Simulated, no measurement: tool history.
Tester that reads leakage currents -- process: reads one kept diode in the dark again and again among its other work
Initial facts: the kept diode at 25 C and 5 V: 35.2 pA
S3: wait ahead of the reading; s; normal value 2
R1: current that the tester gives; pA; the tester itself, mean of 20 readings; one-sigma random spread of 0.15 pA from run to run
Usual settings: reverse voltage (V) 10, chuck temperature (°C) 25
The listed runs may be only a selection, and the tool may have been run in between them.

Run 1, day 0: usual settings. Result: R1 46.38 pA.
Run 2, day 1.433: usual settings. Result: R1 46.58 pA.
Run 3, day 4.221: usual settings but chuck temperature (°C) 41. Result: R1 154.13 pA.
Run 4, day 5.642: usual settings but chuck temperature (°C) 41. Result: R1 154.62 pA.
Run 5, day 7.258: usual settings but chuck temperature (°C) 41. Result: R1 154.13 pA.
Run 6, day 10.025: usual settings but chuck temperature (°C) 41. Result: R1 154.52 pA.
Run 7, day 13.142: usual settings but chuck temperature (°C) 41. Result: R1 154.41 pA.
Run 8, day 15.804: usual settings but chuck temperature (°C) 41. Result: R1 155.6 pA.
Run 9, day 17.225: usual settings but chuck temperature (°C) 41. Result: R1 154.53 pA.
Run 10, day 19.558: usual settings but chuck temperature (°C) 41. Result: R1 155.18 pA.
Run 11, day 22.467: usual settings but chuck temperature (°C) 41. Result: R1 154.79 pA.
Run 12, day 25.312: usual settings but chuck temperature (°C) 41, S3 5.61 s. Result: R1 153.83 pA.
Run 13, day 27.425: usual settings but reverse voltage (V) 2.5, chuck temperature (°C) 51, S3 0.39 s. Result: R1 197.73 pA.
Run 14, day 30.225: usual settings but reverse voltage (V) 4.9, chuck temperature (°C) 36, S3 0.71 s. Result: R1 85.67 pA.
Run 15, day 32.425: usual settings but reverse voltage (V) 4.9, chuck temperature (°C) 36, S3 0.71 s. Result: R1 85.35 pA.

Here are 3 independent what-if runs from the current tool condition. What would each one return?
At day 34.004: chuck's temperature calibrated.
Run A, day 34.85: usual settings but reverse voltage (V) 3.4, chuck temperature (°C) 56, S3 1.82 s. Result: R1 ?.
At day 34.004: chuck's temperature calibrated.
Run B, day 34.85: usual settings but reverse voltage (V) 6.1, chuck temperature (°C) 36, S3 5.14 s. Result: R1 ?.
At day 34.004: chuck's temperature calibrated.
Run C, day 34.85: usual settings but reverse voltage (V) 4.9, chuck temperature (°C) 55, S3 0.33 s. Result: R1 ?.

run      R1
  A  305.41
  B   90.35
  C  329.35
Without the tool's unlogged condition, the same runs would have read:
run      R1
  A  305.39
  B   90.31
  C  329.32
